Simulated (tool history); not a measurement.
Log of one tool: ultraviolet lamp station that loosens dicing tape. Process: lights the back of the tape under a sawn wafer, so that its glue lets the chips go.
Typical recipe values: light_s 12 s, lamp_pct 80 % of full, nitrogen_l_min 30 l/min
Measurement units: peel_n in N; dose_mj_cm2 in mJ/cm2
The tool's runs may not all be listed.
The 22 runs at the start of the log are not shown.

| run | day | light_s | lamp_pct | nitrogen_l_min | peel_n | dose_mj_cm2 |
|---|---|---|---|---|---|---|
| 23 | 10.192 | 8 | 88 | 29 | 1.835 | 195 |
| 24 | 10.708 | 6 | 82 | 27 | 2.846 | 136 |
| 25 | 11.012 | 16 | 63 | 33 | 0.981 | 277 |
| 26 | 11.621 | 16 | 63 | 33 | 0.943 | 279 |
| 27 | 12.179 | 21 | 63 | 33 | 0.602 | 355 |
| 28 | 12.538 | 6 | 80 | 18 | 3.399 | 131 |
| 29 | 13.154 | 6 | 80 | 18 | 3.515 | 127 |
| 30 | 13.779 | 6 | 80 | 18 | 3.580 | 128 |
| 31 | 14.133 | 6 | 80 | 18 | 3.449 | 127 |
| 32 | 14.729 | 11 | 92 | 60 | 0.696 | 262 |
| 33 | 15.217 | 17 | 94 | 51 | 0.335 | 412 |

Run 34 has not been measured yet. What should we expect?
| 34 | 15.617 | 17 | 94 | 51 | ? | ? |

peel_n: 0.330 N
dose_mj_cm2: 409 mJ/cm2
Were there no unlogged condition in the tool, this run, its random variation unchanged, would have produced peel_n 0.212 N, dose_mj_cm2 541 mJ/cm2.
